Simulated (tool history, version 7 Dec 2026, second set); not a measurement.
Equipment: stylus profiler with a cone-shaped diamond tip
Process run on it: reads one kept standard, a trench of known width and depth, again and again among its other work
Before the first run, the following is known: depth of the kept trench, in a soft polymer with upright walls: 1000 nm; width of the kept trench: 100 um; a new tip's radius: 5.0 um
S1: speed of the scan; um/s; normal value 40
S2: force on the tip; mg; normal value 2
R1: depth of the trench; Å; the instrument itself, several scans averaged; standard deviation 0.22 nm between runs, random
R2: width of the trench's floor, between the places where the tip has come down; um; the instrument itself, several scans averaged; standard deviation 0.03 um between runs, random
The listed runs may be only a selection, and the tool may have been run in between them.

run	hour	S1	S2	R1	R2
1	0	40	2	10067.2	93.54
2	14.3	40	2	10066.4	93.6
3	25.1	40	2	10066.5	93.56
4	36.6	40	2	10066.5	93.53
5	46.1	40	2	10064.3	93.5
6	61.9	40	2	10068.7	93.47
7	71.6	40	2	10070.4	93.48
8	87.1	40	2	10067.8	93.46
# hour 88.7: height scale calibrated on a step standard
9	101.2	40	2	10071.4	93.47
10	113.2	88	0.74	10042.4	93.02
11	127.9	88	0.74	10042.3	92.95
12	141.5	41	1.08	10051.4	93.32

4 ways to go on from here, each from the tool as it stands after run 12. What would each give?
A	153.1	11	0.77	?	?
B	153.1	19	1.63	?	?
C	153.1	123	1.55	?	?
D	153.1	130	0.89	?	?

run	R1	R2
A	10039.1	93.42
B	10067.9	93.47
C	10066.9	93.03
D	10041.8	92.8
What these runs would have given with no unlogged condition in the tool:
run	R1	R2
A	10027.5	93.89
B	10056.2	93.93
C	10055.3	93.49
D	10030.2	93.26
